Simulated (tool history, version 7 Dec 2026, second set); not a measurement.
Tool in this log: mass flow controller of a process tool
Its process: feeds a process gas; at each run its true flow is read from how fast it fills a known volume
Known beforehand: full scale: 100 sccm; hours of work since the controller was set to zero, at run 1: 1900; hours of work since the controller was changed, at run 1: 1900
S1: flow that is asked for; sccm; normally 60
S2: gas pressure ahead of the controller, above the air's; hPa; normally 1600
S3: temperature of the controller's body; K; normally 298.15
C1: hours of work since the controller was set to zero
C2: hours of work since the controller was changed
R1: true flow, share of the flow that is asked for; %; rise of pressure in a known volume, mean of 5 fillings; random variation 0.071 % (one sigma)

| run | hour | S1 | S2 | S3 | C1 | C2 | R1 |
|---|---|---|---|---|---|---|---|
| 1 | 0 | 60 | 1600 | 298.15 | 1900 | 1900 | 99.89 |
| 2 | 189.7 | 60 | 1600 | 298.15 | 1978 | 1978 | 99.75 |
| 3 | 335.5 | 60 | 1600 | 310.15 | 2038 | 2038 | 99.44 |
| 4 | 472.5 | 60 | 1600 | 310.15 | 2094 | 2094 | 99.39 |
| 5 | 659.2 | 60 | 1600 | 310.15 | 2171 | 2171 | 99.47 |
| 6 | 744.6 | 60 | 1600 | 298.15 | 2206 | 2206 | 99.83 |
| 7 | 837.6 | 60 | 1600 | 298.15 | 2244 | 2244 | 99.77 |
| 8 | 982.2 | 60 | 1600 | 298.15 | 2304 | 2304 | 99.78 |
| 9 | 1069.1 | 60 | 1600 | 298.15 | 2340 | 2340 | 99.83 |
| 10 | 1214.8 | 56 | 1600 | 298.15 | 2399 | 2399 | 99.77 |
| 11 | 1383.8 | 56 | 1600 | 298.15 | 2469 | 2469 | 99.69 |
| 12 | 1589.7 | 27 | 1600 | 298.15 | 2554 | 2554 | 99.42 |
| 13 | 1787.9 | 20 | 1600 | 298.15 | 2635 | 2635 | 99.28 |
| 14 | 1908.7 | 60 | 1600 | 297.15 | 2685 | 2685 | 99.85 |
| 15 | 2120.9 | 60 | 1600 | 298.15 | 2772 | 2772 | 99.8 |
| 16 | 2296.7 | 23 | 1600 | 298.15 | 2844 | 2844 | 99.38 |
| 17 | 2396.6 | 23 | 1600 | 298.15 | 2885 | 2885 | 99.28 |
| 18 | 2505.2 | 23 | 1600 | 298.15 | 2930 | 2930 | 99.34 |
| 19 | 2636.5 | 23 | 1600 | 298.15 | 2984 | 2984 | 99.38 |
| 20 | 2783.9 | 23 | 2700 | 298.15 | 3045 | 3045 | 98.61 |
| 21 | 2988.4 | 64 | 1470 | 300.15 | 3129 | 3129 | 99.75 |
| 22 | 3173.2 | 54 | 1510 | 298.15 | 3205 | 3205 | 99.69 |
| 23 | 3352.6 | 54 | 1510 | 298.15 | 3278 | 3278 | 99.81 |
| 24 | 3516.2 | 44 | 1670 | 309.15 | 3346 | 3346 | 99.23 |
| 25 | 3602.4 | 24 | 2290 | 294.15 | 3381 | 3381 | 99.07 |
| 26 | 3736.9 | 48 | 2460 | 294.15 | 3437 | 3437 | 99.16 |
| 27 | 3854.1 | 48 | 2460 | 294.15 | 3485 | 3485 | 99.18 |
| 28 | 3967.7 | 48 | 2460 | 294.15 | 3531 | 3531 | 99.24 |
| 29 | 4098.4 | 53 | 1630 | 296.15 | 3585 | 3585 | 99.7 |
| 30 | 4300.2 | 66 | 1540 | 298.15 | 3668 | 3668 | 99.84 |
| 31 | 4399.6 | 72 | 2630 | 298.15 | 3709 | 3709 | 99.27 |
| 32 | 4551.4 | 60 | 1600 | 293.15 | 3771 | 3771 | 99.83 |
| 33 | 4679.2 | 60 | 1600 | 293.15 | 3824 | 3824 | 99.86 |
| 34 | 4889.6 | 60 | 1600 | 297.15 | 3910 | 3910 | 99.73 |
| 35 | 5097 | 60 | 1600 | 297.15 | 3996 | 3996 | 99.74 |
| 36 | 5305.4 | 60 | 1600 | 308.15 | 4081 | 4081 | 99.48 |
| 37 | 5443.1 | 92 | 2500 | 297.15 | 4138 | 4138 | 99.62 |

Consider 5 possible next runs. They are alternatives, not a sequence: every one starts from the tool as it was left by run 37. What does each give?
| A | 5587.3 | 12 | 2400 | 313.15 | 4197 | 4197 | ? |
| B | 5587.3 | 18 | 2270 | 304.15 | 4197 | 4197 | ? |
| C | 5587.3 | 18 | 2500 | 309.15 | 4197 | 4197 | ? |
| D | 5587.3 | 92 | 1650 | 297.15 | 4197 | 4197 | ? |
| E | 5587.3 | 44 | 2370 | 298.15 | 4197 | 4197 | ? |

| run | R1 |
|---|---|
| A | 98.24 |
| B | 98.67 |
| C | 98.3 |
| D | 100.01 |
| E | 99.13 |
Had the tool no hidden state, the same runs would have come out as:
| run | R1 |
|---|---|
| A | 98.22 |
| B | 98.66 |
| C | 98.28 |
| D | 100 |
| E | 99.13 |
